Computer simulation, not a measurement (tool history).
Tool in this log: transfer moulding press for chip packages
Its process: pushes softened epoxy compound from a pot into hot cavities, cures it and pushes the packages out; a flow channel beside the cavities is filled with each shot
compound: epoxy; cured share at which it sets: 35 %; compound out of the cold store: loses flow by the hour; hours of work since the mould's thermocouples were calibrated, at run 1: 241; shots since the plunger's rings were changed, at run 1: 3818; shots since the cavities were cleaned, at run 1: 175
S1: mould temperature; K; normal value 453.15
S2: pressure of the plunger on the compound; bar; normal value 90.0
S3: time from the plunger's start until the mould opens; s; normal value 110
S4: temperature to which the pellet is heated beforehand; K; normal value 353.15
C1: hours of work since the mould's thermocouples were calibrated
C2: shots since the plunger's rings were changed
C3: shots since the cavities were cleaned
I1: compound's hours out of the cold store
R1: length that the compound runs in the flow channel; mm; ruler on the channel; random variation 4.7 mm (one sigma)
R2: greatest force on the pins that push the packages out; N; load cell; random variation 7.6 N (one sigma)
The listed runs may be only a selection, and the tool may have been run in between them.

| run | hour | S1 | S2 | S3 | S4 | C1 | C2 | C3 | I1 | R1 | R2 |
|---|---|---|---|---|---|---|---|---|---|---|---|
| 1 | 0.0 | 453.15 | 90.0 | 110 | 353.15 | 241 | 3818 | 175 | 45.3 | 718 | 310 |
| 2 | 21.0 | 453.15 | 90.0 | 110 | 353.15 | 258 | 4077 | 434 | 16.6 | 871 | 319 |
|  | 25.5 | cavities cleaned with cleaning compound and waxed |
| 3 | 61.5 | 453.15 | 90.0 | 110 | 353.15 | 288 | 4559 | 444 | 22.5 | 836 | 316 |
|  | 67.6 | cavities cleaned with cleaning compound and waxed |
|  | 110.1 | cavities cleaned with cleaning compound and waxed |
| 4 | 111.1 | 447.15 | 90.0 | 110 | 353.15 | 325 | 5135 | 13 | 20.3 | 852 | 413 |
|  | 116.8 | plunger's sealing rings changed |
|  | 153.5 | cavities cleaned with cleaning compound and waxed |
| 5 | 159.2 | 447.15 | 90.0 | 110 | 353.15 | 359 | 506 | 71 | 33.5 | 787 | 400 |
|  | 193.5 | cavities cleaned with cleaning compound and waxed |
| 6 | 209.1 | 447.15 | 90.0 | 110 | 353.15 | 397 | 1103 | 193 | 37.6 | 762 | 401 |
|  | 235.2 | cavities cleaned with cleaning compound and waxed |
| 7 | 244.4 | 447.15 | 90.0 | 110 | 353.15 | 423 | 1521 | 114 | 11.1 | 916 | 446 |
|  | 277.1 | cavities cleaned with cleaning compound and waxed |
| 8 | 282.9 | 447.15 | 90.0 | 110 | 353.15 | 452 | 1977 | 72 | 35.9 | 775 | 401 |
|  | 318.5 | cavities cleaned with cleaning compound and waxed |
| 9 | 319.6 | 447.15 | 90.0 | 110 | 353.15 | 479 | 2412 | 14 | 45.2 | 725 | 386 |
|  | 358.9 | cavities cleaned with cleaning compound and waxed |
| 10 | 372.4 | 453.15 | 90.0 | 110 | 353.15 | 519 | 3046 | 167 | 45.7 | 714 | 298 |
|  | 400.5 | cavities cleaned with cleaning compound and waxed |
| 11 | 409.9 | 453.15 | 90.0 | 110 | 353.15 | 548 | 3490 | 117 | 12.1 | 894 | 332 |
| 12 | 434.1 | 453.15 | 90.0 | 110 | 353.15 | 566 | 3789 | 416 | 16.4 | 867 | 325 |
|  | 442.7 | cavities cleaned with cleaning compound and waxed |
| 13 | 469.0 | 453.15 | 90.0 | 110 | 353.15 | 593 | 4202 | 325 | 19.1 | 858 | 314 |
|  | 484.6 | cavities cleaned with cleaning compound and waxed |
| 14 | 492.1 | 453.15 | 90.0 | 110 | 353.15 | 609 | 4468 | 93 | 43.2 | 739 | 308 |
| 15 | 519.3 | 453.15 | 77.3 | 110 | 353.15 | 631 | 4804 | 429 | 43.8 | 666 | 294 |
|  | 527.6 | cavities cleaned with cleaning compound and waxed |
|  | 547.0 | mould's thermocouples calibrated |
| 16 | 548.6 | 459.15 | 80.4 | 110 | 353.15 | 1 | 5123 | 235 | 27.8 | 752 | 289 |
|  | 555.7 | plunger's sealing rings changed |
|  | 574.6 | cavities cleaned with cleaning compound and waxed |
| 17 | 577.1 | 456.15 | 95.0 | 133 | 344.15 | 20 | 246 | 31 | 39.6 | 763 | 261 |
|  | 615.4 | cavities cleaned with cleaning compound and waxed |
| 18 | 616.1 | 456.15 | 78.6 | 133 | 350.15 | 50 | 709 | 9 | 19.7 | 787 | 266 |
| 19 | 649.6 | 456.15 | 78.6 | 133 | 350.15 | 76 | 1122 | 422 | 8.1 | 850 | 273 |
|  | 656.1 | cavities cleaned with cleaning compound and waxed |
| 20 | 688.1 | 456.15 | 78.6 | 133 | 350.15 | 105 | 1579 | 396 | 14.5 | 815 | 273 |
|  | 698.4 | cavities cleaned with cleaning compound and waxed |
|  | 740.2 | cavities cleaned with cleaning compound and waxed |
| 21 | 740.2 | 447.15 | 109.5 | 110 | 350.15 | 143 | 2185 | 0 | 24.5 | 913 | 429 |
|  | 780.4 | cavities cleaned with cleaning compound and waxed |
| 22 | 780.4 | 447.15 | 109.5 | 110 | 350.15 | 173 | 2664 | 0 | 13.5 | 991 | 436 |
|  | 824.7 | cavities cleaned with cleaning compound and waxed |
| 23 | 829.9 | 453.15 | 83.3 | 96 | 353.15 | 211 | 3257 | 65 | 24.2 | 787 | 381 |
|  | 865.5 | cavities cleaned with cleaning compound and waxed |
| 24 | 865.5 | 449.15 | 90.0 | 110 | 353.15 | 237 | 3677 | 0 | 9.7 | 915 | 390 |
|  | 907.3 | cavities cleaned with cleaning compound and waxed |
| 25 | 918.4 | 446.15 | 90.0 | 120 | 343.15 | 277 | 4312 | 137 | 34.7 | 782 | 371 |
| 26 | 941.7 | 461.15 | 96.3 | 95 | 353.15 | 296 | 4600 | 425 | 34.5 | 786 | 277 |

Consider 4 possible next runs. They are alternatives, not a sequence: every one starts from the tool as it was left by run 26. What does each give?
|  | 948.1 | cavities cleaned with cleaning compound and waxed |
|  | 990.5 | plunger's sealing rings changed |
|  | 992.0 | cavities cleaned with cleaning compound and waxed |
| A | 992.0 | 458.15 | 97.1 | 118 | 353.15 | 331 | 0 | 0 | 24.8 | ? | ? |
|  | 948.1 | cavities cleaned with cleaning compound and waxed |
|  | 990.5 | plunger's sealing rings changed |
|  | 992.0 | cavities cleaned with cleaning compound and waxed |
| B | 992.0 | 461.15 | 96.3 | 109 | 357.15 | 331 | 0 | 0 | 17.1 | ? | ? |
|  | 948.1 | cavities cleaned with cleaning compound and waxed |
|  | 990.5 | plunger's sealing rings changed |
|  | 992.0 | cavities cleaned with cleaning compound and waxed |
| C | 992.0 | 461.15 | 109.3 | 95 | 349.15 | 331 | 0 | 0 | 39.1 | ? | ? |
|  | 948.1 | cavities cleaned with cleaning compound and waxed |
|  | 990.5 | plunger's sealing rings changed |
|  | 992.0 | cavities cleaned with cleaning compound and waxed |
| D | 992.0 | 453.15 | 95.4 | 146 | 358.15 | 331 | 0 | 0 | 38.3 | ? | ? |

| run | R1 | R2 |
|---|---|---|
| A | 846 | 272 |
| B | 878 | 274 |
| C | 812 | 269 |
| D | 777 | 252 |
Without the tool's hidden state the same runs would have given:
| run | R1 | R2 |
|---|---|---|
| A | 846 | 272 |
| B | 878 | 274 |
| C | 812 | 268 |
| D | 777 | 251 |

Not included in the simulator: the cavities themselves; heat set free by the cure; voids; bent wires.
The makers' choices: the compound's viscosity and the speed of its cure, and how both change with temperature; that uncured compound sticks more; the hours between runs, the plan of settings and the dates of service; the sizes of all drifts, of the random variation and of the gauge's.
